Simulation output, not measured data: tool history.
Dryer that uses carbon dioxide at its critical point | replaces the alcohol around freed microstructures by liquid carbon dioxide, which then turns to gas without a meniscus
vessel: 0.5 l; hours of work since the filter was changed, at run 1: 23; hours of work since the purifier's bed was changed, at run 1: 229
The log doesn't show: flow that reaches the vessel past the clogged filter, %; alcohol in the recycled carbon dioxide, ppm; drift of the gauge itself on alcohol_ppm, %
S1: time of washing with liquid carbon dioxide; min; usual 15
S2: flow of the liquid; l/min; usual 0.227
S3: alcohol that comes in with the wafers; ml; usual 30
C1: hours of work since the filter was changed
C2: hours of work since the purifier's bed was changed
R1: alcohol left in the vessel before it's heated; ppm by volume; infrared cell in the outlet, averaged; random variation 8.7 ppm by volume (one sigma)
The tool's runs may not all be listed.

run   hour  S1     S2   S3   C1   C2     R1
  1    0.0  15  0.227   30   23  229    519
  2   10.5  15  0.227   30   28  233    513
  3   18.7  15  0.227   30   31  237    537
  4   30.6  15  0.227  109   36  242   1880
  5   41.0  15  0.227  109   41  246   1890
  6   52.4  15  0.227   23   46  251    408
  7   61.6  15  0.227   23   50  255    406
  8   70.7  15  0.227   23   54  259    398
  9   79.1  15  0.227   44   57  263    761
 10   85.8  15  0.361   30   60  266     49
 11   97.1  15  0.361   30   65  270     40
 12  110.4  15  0.227   24   71  276    453
 13  119.2  15  0.227   30   74  280    553
 14  132.7  15  0.227   39   80  286    695
 15  140.7  15  0.311   30   83  289    114
 16  152.0  15  0.311   30   88  294    107
 17  162.0  15  0.227   64   93  298   1161
 18  174.7  14  0.227   64   98  304   1567
 19  185.7  15  0.227   51  103  308    917
 20  197.3  15  0.227   30  108  313    563
 21  208.3  14  0.355   87  112  318    180
 22  217.7  14  0.355   87  117  322    168
 23  227.0  10  0.153   30  120  326   7745
 24  232.8  19  0.170   30  123  329    785
 25  240.1  11  0.169   68  126  332  11255
 26  252.9  11  0.213   30  132  337   2466
 27  263.2  11  0.213   30  136  342   2450
 28  270.3  15  0.159   30  139  345   2561
 29  280.0  10  0.324   30  143  349    652
 30  292.1  10  0.324   30  148  354    642
 31  301.0  14  0.227   20  152  358    548
 32  312.0  16  0.227   76  157  363   1065
 33  318.1  19  0.227   30  160  365    189
 34  329.2  24  0.228   55  164  370     91
 35  335.3  24  0.352   40  167  372     33
 36  347.3  24  0.352   40  172  378     35
 37  360.1  24  0.352   40  177  383     37
 38  365.7  24  0.352   40  180  386     36
 39  376.0  12  0.238   82  184  390   3379

5 ways to go on from here, each from the tool as it stands after run 39. What would each give?
  A  387.2  17  0.153  30  189  395   ?
  B  387.2   9  0.285  55  189  395   ?
  C  387.2  11  0.185  29  189  395   ?
  D  387.2  11  0.220  33  189  395   ?
  E  387.2  15  0.227  84  189  395   ?

run    R1
  A  1926
  B  3070
  C  3830
  D  2597
  E  1630
Without the tool's hidden state the same runs would have given:
run    R1
  A  1631
  B  2601
  C  3372
  D  2222
  E  1306
